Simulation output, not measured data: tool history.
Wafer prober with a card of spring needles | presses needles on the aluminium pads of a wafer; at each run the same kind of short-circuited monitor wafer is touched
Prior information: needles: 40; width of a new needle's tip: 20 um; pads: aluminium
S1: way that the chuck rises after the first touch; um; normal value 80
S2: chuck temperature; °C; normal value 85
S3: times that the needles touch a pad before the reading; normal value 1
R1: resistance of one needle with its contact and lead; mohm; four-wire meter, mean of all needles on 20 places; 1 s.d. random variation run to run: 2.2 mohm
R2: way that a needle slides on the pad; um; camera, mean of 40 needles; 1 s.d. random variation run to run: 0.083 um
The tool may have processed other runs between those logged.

| run | hour | S1 | S2 | S3 | R1 | R2 |
|---|---|---|---|---|---|---|
| 1 | 0 | 80 | 85 | 1 | 251 | 15.56 |
|  | 2.5 | tips cleaned on abrasive film |
|  | 8.6 | tips cleaned on abrasive film |
|  | 14.7 | tips cleaned on abrasive film |
|  | 20.9 | tips cleaned on abrasive film |
|  | 27 | tips cleaned on abrasive film |
|  | 33.1 | tips cleaned on abrasive film |
|  | 39.2 | tips cleaned on abrasive film |
|  | 45.3 | tips cleaned on abrasive film |
|  | 51.5 | tips cleaned on abrasive film |
|  | 57.6 | tips cleaned on abrasive film |
|  | 63.7 | tips cleaned on abrasive film |
|  | 69.8 | tips cleaned on abrasive film |
|  | 75.2 | tips cleaned on abrasive film |
| 2 | 75.2 | 80 | 85 | 1 | 251 | 15.45 |
|  | 81.3 | tips cleaned on abrasive film |
|  | 87.5 | tips cleaned on abrasive film |
|  | 92.4 | tips cleaned on abrasive film |
|  | 98.5 | tips cleaned on abrasive film |
|  | 104.6 | tips cleaned on abrasive film |
|  | 110.7 | tips cleaned on abrasive film |
|  | 113.4 | height of the first contact set anew |
|  | 117.1 | tips cleaned on abrasive film |
|  | 122.1 | tips cleaned on abrasive film |
|  | 128.2 | tips cleaned on abrasive film |
|  | 134.3 | tips cleaned on abrasive film |
| 3 | 135.5 | 80 | 85 | 1 | 249 | 15.5 |
|  | 140.4 | tips cleaned on abrasive film |
|  | 145.3 | tips cleaned on abrasive film |
|  | 151.4 | tips cleaned on abrasive film |
|  | 157.6 | tips cleaned on abrasive film |
|  | 163.7 | tips cleaned on abrasive film |
|  | 169.8 | tips cleaned on abrasive film |
|  | 175.9 | tips cleaned on abrasive film |
|  | 182 | tips cleaned on abrasive film |
|  | 188.2 | tips cleaned on abrasive film |
| 4 | 190.2 | 77 | 85 | 1 | 253 | 14.97 |
|  | 193.9 | tips cleaned on abrasive film |
|  | 200.1 | tips cleaned on abrasive film |
|  | 206.2 | tips cleaned on abrasive film |
|  | 212.3 | tips cleaned on abrasive film |
|  | 218.4 | tips cleaned on abrasive film |
|  | 224.5 | tips cleaned on abrasive film |
|  | 230.6 | tips cleaned on abrasive film |
|  | 235.6 | tips cleaned on abrasive film |
|  | 241.7 | tips cleaned on abrasive film |
|  | 246.6 | tips cleaned on abrasive film |
| 5 | 248.2 | 77 | 85 | 1 | 252 | 14.91 |
|  | 252 | tips cleaned on abrasive film |
|  | 258.1 | tips cleaned on abrasive film |
|  | 264.2 | tips cleaned on abrasive film |
|  | 270.3 | tips cleaned on abrasive film |
|  | 275.2 | tips cleaned on abrasive film |
|  | 281.3 | tips cleaned on abrasive film |
|  | 287.5 | tips cleaned on abrasive film |
|  | 293.6 | tips cleaned on abrasive film |
|  | 299.7 | tips cleaned on abrasive film |
| 6 | 300.7 | 80 | 85 | 1 | 254 | 15.36 |
|  | 305.7 | tips cleaned on abrasive film |
|  | 311.8 | tips cleaned on abrasive film |
|  | 317.9 | tips cleaned on abrasive film |
|  | 324 | tips cleaned on abrasive film |
|  | 330.1 | tips cleaned on abrasive film |
|  | 336.3 | tips cleaned on abrasive film |
|  | 342.4 | tips cleaned on abrasive film |
|  | 348.5 | tips cleaned on abrasive film |
|  | 354.6 | tips cleaned on abrasive film |
|  | 360.7 | tips cleaned on abrasive film |
|  | 366.9 | tips cleaned on abrasive film |
|  | 373 | tips cleaned on abrasive film |
| 7 | 373.7 | 80 | 85 | 1 | 247 | 15.61 |
|  | 378.7 | tips cleaned on abrasive film |
|  | 383.6 | tips cleaned on abrasive film |
|  | 389.7 | tips cleaned on abrasive film |
|  | 395.8 | tips cleaned on abrasive film |
|  | 401.9 | tips cleaned on abrasive film |
|  | 408.1 | tips cleaned on abrasive film |
|  | 409.6 | height of the first contact set anew |
|  | 414.5 | tips cleaned on abrasive film |
|  | 420.6 | tips cleaned on abrasive film |
| 8 | 422.4 | 80 | 85 | 3 | 253 | 15.76 |
|  | 426.1 | tips cleaned on abrasive film |
|  | 431 | tips cleaned on abrasive film |
|  | 437.1 | tips cleaned on abrasive film |
|  | 443.2 | tips cleaned on abrasive film |
|  | 449.4 | tips cleaned on abrasive film |
|  | 454.3 | tips cleaned on abrasive film |
| 9 | 457.1 | 80 | 85 | 3 | 254 | 15.49 |
|  | 459.6 | tips cleaned on abrasive film |
|  | 465.7 | tips cleaned on abrasive film |
|  | 471.9 | tips cleaned on abrasive film |
|  | 478 | tips cleaned on abrasive film |
|  | 484.1 | tips cleaned on abrasive film |
|  | 490.2 | tips cleaned on abrasive film |
|  | 496.3 | tips cleaned on abrasive film |
|  | 501.2 | tips cleaned on abrasive film |
|  | 507.4 | tips cleaned on abrasive film |
|  | 513.5 | tips cleaned on abrasive film |
|  | 519.6 | tips cleaned on abrasive film |
|  | 524.5 | tips cleaned on abrasive film |
|  | 530.6 | tips cleaned on abrasive film |
|  | 536.8 | tips cleaned on abrasive film |
| 10 | 539.4 | 79 | 34 | 2 | 243 | 15.41 |
|  | 541.9 | tips cleaned on abrasive film |
|  | 548 | tips cleaned on abrasive film |
|  | 554.1 | tips cleaned on abrasive film |
|  | 560.2 | tips cleaned on abrasive film |
|  | 565.1 | tips cleaned on abrasive film |
|  | 571.3 | tips cleaned on abrasive film |
|  | 577.4 | tips cleaned on abrasive film |
| 11 | 578.1 | 79 | 34 | 2 | 237 | 15.41 |
|  | 583 | tips cleaned on abrasive film |
|  | 589.1 | tips cleaned on abrasive film |
|  | 595.2 | tips cleaned on abrasive film |
|  | 600.1 | tips cleaned on abrasive film |
|  | 606.2 | tips cleaned on abrasive film |
|  | 611.2 | tips cleaned on abrasive film |
|  | 617.3 | tips cleaned on abrasive film |
|  | 622.9 | tips cleaned on abrasive film |
| 12 | 622.9 | 79 | 34 | 2 | 236 | 15.25 |
|  | 629 | tips cleaned on abrasive film |
|  | 633.9 | tips cleaned on abrasive film |
|  | 640 | tips cleaned on abrasive film |
|  | 645 | tips cleaned on abrasive film |
|  | 651.1 | tips cleaned on abrasive film |
|  | 657.2 | tips cleaned on abrasive film |
|  | 663.3 | tips cleaned on abrasive film |
|  | 668.4 | tips cleaned on abrasive film |
| 13 | 668.4 | 80 | 37 | 2 | 239 | 15.56 |
|  | 673.4 | tips cleaned on abrasive film |
|  | 678.3 | tips cleaned on abrasive film |
|  | 684.4 | tips cleaned on abrasive film |
|  | 690.5 | tips cleaned on abrasive film |
|  | 696.6 | tips cleaned on abrasive film |
|  | 701.6 | tips cleaned on abrasive film |
|  | 706.7 | height of the first contact set anew |
|  | 708 | tips cleaned on abrasive film |
|  | 714.1 | tips cleaned on abrasive film |
|  | 720.2 | tips cleaned on abrasive film |
|  | 726.3 | tips cleaned on abrasive film |
|  | 732.4 | tips cleaned on abrasive film |
|  | 737.5 | tips cleaned on abrasive film |
| 14 | 737.5 | 80 | 37 | 2 | 242 | 15.73 |
|  | 743.7 | tips cleaned on abrasive film |
|  | 749.8 | tips cleaned on abrasive film |
|  | 755.9 | tips cleaned on abrasive film |
|  | 762 | tips cleaned on abrasive film |
|  | 768.1 | tips cleaned on abrasive film |
|  | 774.3 | tips cleaned on abrasive film |
|  | 780.4 | tips cleaned on abrasive film |
|  | 786.5 | tips cleaned on abrasive film |
|  | 792.6 | tips cleaned on abrasive film |
|  | 798.7 | tips cleaned on abrasive film |
|  | 804.9 | tips cleaned on abrasive film |
|  | 809.8 | tips cleaned on abrasive film |
| 15 | 812.8 | 80 | 37 | 2 | 237 | 15.59 |
|  | 815.3 | tips cleaned on abrasive film |
|  | 820.2 | tips cleaned on abrasive film |
|  | 826.4 | tips cleaned on abrasive film |
|  | 832.5 | tips cleaned on abrasive film |
|  | 838.6 | tips cleaned on abrasive film |
|  | 844.7 | tips cleaned on abrasive film |
|  | 850.8 | tips cleaned on abrasive film |
| 16 | 854.9 | 80 | 75 | 2 | 247 | 15.56 |
|  | 856.2 | tips cleaned on abrasive film |
|  | 861.2 | tips cleaned on abrasive film |
|  | 867.3 | tips cleaned on abrasive film |
|  | 872.2 | tips cleaned on abrasive film |
|  | 878.3 | tips cleaned on abrasive film |
|  | 884.4 | tips cleaned on abrasive film |
|  | 890.6 | tips cleaned on abrasive film |
|  | 896.7 | tips cleaned on abrasive film |
|  | 902.8 | tips cleaned on abrasive film |
| 17 | 903.7 | 92 | 38 | 1 | 238 | 18.12 |
|  | 908.6 | tips cleaned on abrasive film |
|  | 914.7 | tips cleaned on abrasive film |
|  | 920.9 | tips cleaned on abrasive film |
|  | 927 | tips cleaned on abrasive film |
|  | 933.1 | tips cleaned on abrasive film |
|  | 939.2 | tips cleaned on abrasive film |
|  | 945.3 | tips cleaned on abrasive film |
|  | 951.5 | tips cleaned on abrasive film |
|  | 957.6 | tips cleaned on abrasive film |
|  | 963.7 | tips cleaned on abrasive film |
|  | 969.8 | tips cleaned on abrasive film |
|  | 975.9 | tips cleaned on abrasive film |
|  | 982.1 | tips cleaned on abrasive film |
| 18 | 983.3 | 92 | 38 | 1 | 241 | 17.94 |

Branching from run 18: 3 alternative next runs. What would each branch give?
|  | 987 | tips cleaned on abrasive film |
|  | 993.2 | tips cleaned on abrasive film |
|  | 999.3 | tips cleaned on abrasive film |
|  | 1003.2 | height of the first contact set anew |
|  | 1005.7 | tips cleaned on abrasive film |
|  | 1011.8 | tips cleaned on abrasive film |
|  | 1017.9 | tips cleaned on abrasive film |
|  | 1024.1 | tips cleaned on abrasive film |
|  | 1030.2 | tips cleaned on abrasive film |
|  | 1036.3 | tips cleaned on abrasive film |
|  | 1042.4 | tips cleaned on abrasive film |
|  | 1048.2 | tips cleaned on abrasive film |
| A | 1048.2 | 80 | 85 | 2 | ? | ? |
|  | 987 | tips cleaned on abrasive film |
|  | 993.2 | tips cleaned on abrasive film |
|  | 999.3 | tips cleaned on abrasive film |
|  | 1003.2 | height of the first contact set anew |
|  | 1005.7 | tips cleaned on abrasive film |
|  | 1011.8 | tips cleaned on abrasive film |
|  | 1017.9 | tips cleaned on abrasive film |
|  | 1024.1 | tips cleaned on abrasive film |
|  | 1030.2 | tips cleaned on abrasive film |
|  | 1036.3 | tips cleaned on abrasive film |
|  | 1042.4 | tips cleaned on abrasive film |
|  | 1048.2 | tips cleaned on abrasive film |
| B | 1048.2 | 67 | 97 | 2 | ? | ? |
|  | 987 | tips cleaned on abrasive film |
|  | 993.2 | tips cleaned on abrasive film |
|  | 999.3 | tips cleaned on abrasive film |
|  | 1003.2 | height of the first contact set anew |
|  | 1005.7 | tips cleaned on abrasive film |
|  | 1011.8 | tips cleaned on abrasive film |
|  | 1017.9 | tips cleaned on abrasive film |
|  | 1024.1 | tips cleaned on abrasive film |
|  | 1030.2 | tips cleaned on abrasive film |
|  | 1036.3 | tips cleaned on abrasive film |
|  | 1042.4 | tips cleaned on abrasive film |
|  | 1048.2 | tips cleaned on abrasive film |
| C | 1048.2 | 98 | 85 | 1 | ? | ? |

| run | R1 | R2 |
|---|---|---|
| A | 255 | 15.72 |
| B | 259 | 13.22 |
| C | 245 | 19.24 |
Without the tool's hidden state the same runs would have given:
| run | R1 | R2 |
|---|---|---|
| A | 255 | 15.46 |
| B | 259 | 13 |
| C | 245 | 18.92 |

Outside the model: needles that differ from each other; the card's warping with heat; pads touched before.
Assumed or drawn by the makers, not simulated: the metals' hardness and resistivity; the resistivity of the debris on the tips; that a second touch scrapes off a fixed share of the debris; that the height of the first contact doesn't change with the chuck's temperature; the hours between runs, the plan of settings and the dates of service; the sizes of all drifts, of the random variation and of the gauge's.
